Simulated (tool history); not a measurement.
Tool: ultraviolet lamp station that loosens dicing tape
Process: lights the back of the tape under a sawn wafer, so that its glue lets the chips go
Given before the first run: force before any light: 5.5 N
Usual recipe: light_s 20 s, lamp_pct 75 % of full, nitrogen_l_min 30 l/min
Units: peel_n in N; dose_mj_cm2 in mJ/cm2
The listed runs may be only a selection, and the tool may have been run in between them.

run   hour  light_s  lamp_pct  nitrogen_l_min  peel_n  dose_mj_cm2
  1    0.0       20        75              30   0.577          200
  2   32.5       20        75              30   0.609          200
  3   66.8       20        75              30   0.618          191
  4   89.9       20        75              30   0.615          194
  5  118.5       20        75              30   0.633          188
  6  152.8       20        75              20   0.781          188
  7  180.0       20        75              30   0.646          188
  8  204.7       20        75              30   0.651          187
  9  242.1       20        75              30   0.678          187
 10  270.6       20        75              30   0.667          183
 11  293.8       20        75              30   0.686          180
 12  315.6       20        75              30   0.679          180
 13  335.2       20        75              30   0.710          181
 14  371.2       20        75              30   0.716          180
 15  410.2       20        75              30   0.744          173
 16  428.7       20        77              32   0.715          180
 17  470.2       20        77              32   0.689          177
 18  489.2       14        63              25   1.770          100
 19  517.3       14        63              25   1.810          102
 20  549.6       20        78              41   0.655          172
 21  582.7       23        75              30   0.617          192
 22  618.0       29        70              30   0.441          228
 23  659.6       13        90              13   1.676          128
 24  693.2       13        90              13   1.728          127
 25  732.9       13        90              13   1.772          123

Forecast run 26:
 26  777.6       13        90              13       ?            ?

peel_n: 1.719 N
dose_mj_cm2: 120 mJ/cm2
With no hidden state in the tool, this same run would have given peel_n 0.891 N, dose_mj_cm2 193 mJ/cm2.

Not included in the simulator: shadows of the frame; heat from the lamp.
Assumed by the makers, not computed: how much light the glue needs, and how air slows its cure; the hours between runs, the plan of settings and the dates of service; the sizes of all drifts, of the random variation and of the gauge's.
